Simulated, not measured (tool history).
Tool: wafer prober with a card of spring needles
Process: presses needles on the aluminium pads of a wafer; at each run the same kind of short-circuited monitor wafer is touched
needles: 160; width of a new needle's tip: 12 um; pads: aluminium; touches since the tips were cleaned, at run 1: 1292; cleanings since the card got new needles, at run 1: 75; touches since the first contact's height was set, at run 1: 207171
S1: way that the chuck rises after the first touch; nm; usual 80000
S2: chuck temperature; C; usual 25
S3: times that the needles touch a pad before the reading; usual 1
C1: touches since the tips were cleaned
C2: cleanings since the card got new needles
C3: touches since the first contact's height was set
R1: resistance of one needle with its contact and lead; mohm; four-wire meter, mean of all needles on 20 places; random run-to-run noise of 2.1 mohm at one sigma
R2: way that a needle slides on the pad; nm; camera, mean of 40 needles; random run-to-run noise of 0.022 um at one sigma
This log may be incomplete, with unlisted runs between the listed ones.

run,hour,S1,S2,S3,C1,C2,C3,R1,R2
1,0,80000,25,1,1292,75,207171,229,11330
# hour 6.6: tips cleaned on abrasive film
# hour 13.4: height of the first contact set anew
# hour 15.2: tips cleaned on abrasive film
2,16.5,80000,25,2,906,77,2076,227,11340
# hour 23.4: tips cleaned on abrasive film
# hour 31.8: tips cleaned on abrasive film
# hour 40.1: tips cleaned on abrasive film
3,40.4,80000,25,1,225,80,18328,232,11320
# hour 47.3: tips cleaned on abrasive film
# hour 55.8: tips cleaned on abrasive film
4,57.9,80000,25,1,1422,82,30201,230,11360
# hour 63.1: tips cleaned on abrasive film
# hour 71.7: tips cleaned on abrasive film
5,78.1,80000,25,1,4373,84,43936,229,11390
# hour 79.9: tips cleaned on abrasive film
# hour 88.1: tips cleaned on abrasive film
# hour 96.4: tips cleaned on abrasive film
6,100.3,92000,25,1,2627,87,58986,228,13000
# hour 103.5: tips cleaned on abrasive film
# hour 111.9: tips cleaned on abrasive film
# hour 118.8: tips cleaned on abrasive film
# hour 126.5: tips cleaned on abrasive film
7,126.5,92000,46,1,0,91,76745,233,13090
# hour 135: tips cleaned on abrasive film
# hour 143.4: tips cleaned on abrasive film
8,143.4,92000,46,1,0,93,88209,233,13090
# hour 151.9: tips cleaned on abrasive film
# hour 160.5: tips cleaned on abrasive film
9,167.1,92000,102,2,4568,95,104407,249,13050
# hour 168.9: tips cleaned on abrasive film
# hour 177.5: tips cleaned on abrasive film
# hour 184.4: tips cleaned on abrasive film
# hour 192.7: tips cleaned on abrasive film
10,195.4,81000,65,2,1824,99,123555,242,11510
# hour 200.6: tips cleaned on abrasive film
# hour 209.2: tips cleaned on abrasive film
# hour 217.2: tips cleaned on abrasive film
# hour 225.8: tips cleaned on abrasive film
11,226.4,72000,79,1,412,103,144621,243,10250
# hour 233.3: tips cleaned on abrasive film
# hour 241.6: tips cleaned on abrasive film
# hour 249.7: tips cleaned on abrasive film
# hour 257.7: tips cleaned on abrasive film
12,259.5,63000,79,1,1239,107,167124,246,8980
# hour 264.7: tips cleaned on abrasive film
# hour 273: tips cleaned on abrasive film
13,274.6,66000,67,1,1098,109,177365,243,9410
# hour 281.3: tips cleaned on abrasive film
# hour 289.8: tips cleaned on abrasive film
# hour 298.4: tips cleaned on abrasive film
14,299.7,63000,28,3,861,112,194395,234,8960
# hour 306.6: tips cleaned on abrasive film
# hour 313.5: tips cleaned on abrasive film
# hour 321.6: tips cleaned on abrasive film
15,321.7,63000,28,3,55,115,209329,230,8950

Below, each run's measurement less what the same run would have read without the hidden state. Both values contain the same run-to-run variation, but the gauge's scatter may not be the same in both:
The hidden state here: debris on the tips, nm; way that the needles fall short of the set height, um; tips' diameter, um; drift of the gauge itself on contact_mohm, %; drift of the gauge itself on scrub_um, %.
run,R2
1,+0
2,+0
3,+10
4,+20
5,+20
6,+30
7,+30
8,+40
9,+40
10,+50
11,+50
12,+40
13,+50
14,+50
15,+60
For R1, the value without the hidden state is never more than 1 mohm from the measured value.
